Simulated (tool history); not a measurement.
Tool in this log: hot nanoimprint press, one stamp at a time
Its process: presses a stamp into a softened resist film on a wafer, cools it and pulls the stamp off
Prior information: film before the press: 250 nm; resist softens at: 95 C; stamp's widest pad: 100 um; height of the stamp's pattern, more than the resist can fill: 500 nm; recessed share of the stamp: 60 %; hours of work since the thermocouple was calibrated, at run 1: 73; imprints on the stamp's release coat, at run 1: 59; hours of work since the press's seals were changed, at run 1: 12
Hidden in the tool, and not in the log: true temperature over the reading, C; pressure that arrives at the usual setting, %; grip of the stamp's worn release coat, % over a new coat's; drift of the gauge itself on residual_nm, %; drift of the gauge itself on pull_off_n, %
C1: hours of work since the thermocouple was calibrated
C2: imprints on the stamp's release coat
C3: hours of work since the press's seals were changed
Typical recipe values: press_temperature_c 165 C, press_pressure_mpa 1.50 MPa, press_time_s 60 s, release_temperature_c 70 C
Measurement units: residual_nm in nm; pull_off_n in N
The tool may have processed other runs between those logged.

{"run": 1, "hour": 0.0, "press_temperature_c": 165, "press_pressure_mpa": 1.5, "press_time_s": 60, "release_temperature_c": 70, "C1": 73, "C2": 59, "C3": 12, "residual_nm": 132.8, "pull_off_n": 167}
{"run": 2, "hour": 6.6, "press_temperature_c": 165, "press_pressure_mpa": 1.5, "press_time_s": 60, "release_temperature_c": 70, "C1": 76, "C2": 76, "C3": 15, "residual_nm": 134.2, "pull_off_n": 168}
{"run": 3, "hour": 13.6, "press_temperature_c": 165, "press_pressure_mpa": 1.5, "press_time_s": 60, "release_temperature_c": 70, "C1": 79, "C2": 94, "C3": 18, "residual_nm": 133.1, "pull_off_n": 167}
{"run": 4, "hour": 18.1, "press_temperature_c": 165, "press_pressure_mpa": 1.5, "press_time_s": 60, "release_temperature_c": 70, "C1": 82, "C2": 106, "C3": 20, "residual_nm": 133.7, "pull_off_n": 167}
{"run": 5, "hour": 25.2, "press_temperature_c": 165, "press_pressure_mpa": 1.5, "press_time_s": 60, "release_temperature_c": 70, "C1": 85, "C2": 125, "C3": 24, "residual_nm": 133.0, "pull_off_n": 167}
{"run": 6, "hour": 34.8, "press_temperature_c": 165, "press_pressure_mpa": 1.5, "press_time_s": 88, "release_temperature_c": 70, "C1": 90, "C2": 150, "C3": 28, "residual_nm": 115.8, "pull_off_n": 170}
{"run": 7, "hour": 42.8, "press_temperature_c": 165, "press_pressure_mpa": 1.5, "press_time_s": 88, "release_temperature_c": 70, "C1": 93, "C2": 171, "C3": 32, "residual_nm": 114.7, "pull_off_n": 171}
{"run": 8, "hour": 50.1, "press_temperature_c": 165, "press_pressure_mpa": 1.5, "press_time_s": 88, "release_temperature_c": 70, "C1": 97, "C2": 190, "C3": 36, "residual_nm": 115.1, "pull_off_n": 167}
{"run": 9, "hour": 58.3, "press_temperature_c": 158, "press_pressure_mpa": 1.5, "press_time_s": 88, "release_temperature_c": 70, "C1": 101, "C2": 211, "C3": 40, "residual_nm": 144.9, "pull_off_n": 169}
{"run": 10, "hour": 67.3, "press_temperature_c": 158, "press_pressure_mpa": 1.5, "press_time_s": 88, "release_temperature_c": 70, "C1": 105, "C2": 234, "C3": 44, "residual_nm": 146.8, "pull_off_n": 172}
{"run": 11, "hour": 71.6, "press_temperature_c": 158, "press_pressure_mpa": 1.5, "press_time_s": 88, "release_temperature_c": 70, "C1": 107, "C2": 246, "C3": 46, "residual_nm": 147.1, "pull_off_n": 177}
{"hour": 75.1, "done": "plate thermocouple calibrated"}
{"run": 12, "hour": 80.9, "press_temperature_c": 158, "press_pressure_mpa": 1.5, "press_time_s": 88, "release_temperature_c": 70, "C1": 3, "C2": 262, "C3": 49, "residual_nm": 145.2, "pull_off_n": 170}
{"run": 13, "hour": 85.5, "press_temperature_c": 158, "press_pressure_mpa": 1.5, "press_time_s": 88, "release_temperature_c": 70, "C1": 5, "C2": 274, "C3": 51, "residual_nm": 144.9, "pull_off_n": 173}
{"run": 14, "hour": 96.2, "press_temperature_c": 158, "press_pressure_mpa": 1.5, "press_time_s": 88, "release_temperature_c": 70, "C1": 10, "C2": 302, "C3": 56, "residual_nm": 145.0, "pull_off_n": 174}
{"run": 15, "hour": 103.2, "press_temperature_c": 158, "press_pressure_mpa": 1.5, "press_time_s": 88, "release_temperature_c": 70, "C1": 13, "C2": 320, "C3": 60, "residual_nm": 145.5, "pull_off_n": 174}
{"run": 16, "hour": 108.8, "press_temperature_c": 158, "press_pressure_mpa": 1.69, "press_time_s": 53, "release_temperature_c": 70, "C1": 16, "C2": 335, "C3": 62, "residual_nm": 162.4, "pull_off_n": 172}
{"run": 17, "hour": 116.2, "press_temperature_c": 165, "press_pressure_mpa": 2.23, "press_time_s": 95, "release_temperature_c": 70, "C1": 20, "C2": 354, "C3": 66, "residual_nm": 92.3, "pull_off_n": 174}
{"run": 18, "hour": 120.6, "press_temperature_c": 175, "press_pressure_mpa": 2.23, "press_time_s": 31, "release_temperature_c": 71, "C1": 22, "C2": 366, "C3": 68, "residual_nm": 105.0, "pull_off_n": 184}
{"run": 19, "hour": 125.5, "press_temperature_c": 175, "press_pressure_mpa": 2.23, "press_time_s": 31, "release_temperature_c": 71, "C1": 24, "C2": 378, "C3": 70, "residual_nm": 104.8, "pull_off_n": 174}
{"hour": 137.6, "done": "plate thermocouple calibrated, once more"}
{"run": 20, "hour": 137.7, "press_temperature_c": 169, "press_pressure_mpa": 1.73, "press_time_s": 60, "release_temperature_c": 70, "C1": 0, "C2": 403, "C3": 75, "residual_nm": 111.5, "pull_off_n": 182}
{"run": 21, "hour": 145.8, "press_temperature_c": 165, "press_pressure_mpa": 1.5, "press_time_s": 116, "release_temperature_c": 70, "C1": 4, "C2": 424, "C3": 78, "residual_nm": 105.9, "pull_off_n": 179}
{"run": 22, "hour": 150.8, "press_temperature_c": 165, "press_pressure_mpa": 1.29, "press_time_s": 73, "release_temperature_c": 70, "C1": 6, "C2": 437, "C3": 81, "residual_nm": 133.7, "pull_off_n": 179}
{"run": 23, "hour": 155.8, "press_temperature_c": 164, "press_pressure_mpa": 1.5, "press_time_s": 91, "release_temperature_c": 58, "C1": 9, "C2": 450, "C3": 83, "residual_nm": 119.3, "pull_off_n": 212}
{"run": 24, "hour": 162.5, "press_temperature_c": 177, "press_pressure_mpa": 0.95, "press_time_s": 74, "release_temperature_c": 76, "C1": 12, "C2": 467, "C3": 86, "residual_nm": 100.8, "pull_off_n": 163}
{"run": 25, "hour": 168.9, "press_temperature_c": 169, "press_pressure_mpa": 2.13, "press_time_s": 60, "release_temperature_c": 63, "C1": 15, "C2": 484, "C3": 89, "residual_nm": 100.7, "pull_off_n": 201}
{"run": 26, "hour": 174.8, "press_temperature_c": 169, "press_pressure_mpa": 2.13, "press_time_s": 60, "release_temperature_c": 63, "C1": 18, "C2": 499, "C3": 92, "residual_nm": 101.9, "pull_off_n": 204}

Predict the results of run 27:
{"run": 27, "hour": 183.4, "press_temperature_c": 169, "press_pressure_mpa": 2.13, "press_time_s": 60, "release_temperature_c": 63, "C1": 22, "C2": 522, "C3": 96, "residual_nm": "?", "pull_off_n": "?"}

{"run 27": {"residual_nm": 103.6, "pull_off_n": 202}}
With the hidden condition absent and the run-to-run variation left alone, this run would have shown residual_nm 103.8 nm, pull_off_n 181 N.
